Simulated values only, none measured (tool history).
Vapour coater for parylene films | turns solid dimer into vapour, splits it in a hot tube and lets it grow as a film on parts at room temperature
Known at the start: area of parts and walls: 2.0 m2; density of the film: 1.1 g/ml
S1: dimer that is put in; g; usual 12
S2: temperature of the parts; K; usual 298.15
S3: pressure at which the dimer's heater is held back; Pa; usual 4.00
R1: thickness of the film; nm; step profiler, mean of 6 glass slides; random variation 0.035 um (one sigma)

run   hour  S1      S2     S3    R1
  1    0.0  12  298.15   4.00  3310
  2    8.1  12  298.15   4.00  3260
  3   22.9  12  298.15   4.00  3320
  4   40.4  12  298.15   4.00  3280
  5   57.2  21  298.15   4.00  5650
  6   73.4  21  298.15   4.00  5640
  7   89.7  12  293.15   4.00  3950
  8  106.6  12  293.15   4.00  3990
  9  118.4  12  298.15   4.00  3210
 10  126.6  12  298.15   4.00  3100
 11  135.0  12  298.15   4.00  3180
 12  151.3  12  298.15   4.00  3170
 13  158.8  12  298.15   4.00  3240
     171.5  -- trap's valve overhauled
 14  172.4  12  291.15  10.21  4190
 15  188.0  12  310.15  10.88  1830
 16  196.4  16  293.15   4.83  5760
 17  206.1  16  293.15   4.83  5720
 18  213.6  10  292.15   8.30  3370
 19  230.0  12  301.15   5.26  2990
 20  243.8   5  293.15   4.00  1780
 21  259.4   5  293.15   4.00  1800

5 ways to go on from here, each from the tool as it stands after run 21. What would each give?
  A  274.3  13  298.15   4.00   ?
  B  274.3   9  293.15  10.55   ?
  C  274.3  11  293.15   4.00   ?
  D  274.3  12  307.15   7.79   ?
  E  274.3  12  302.15   4.38   ?

run    R1
  A  3780
  B  2820
  C  3920
  D  2150
  E  2940
Without the tool's hidden state the same runs would have given:
run    R1
  A  3830
  B  2860
  C  3980
  D  2180
  E  2980
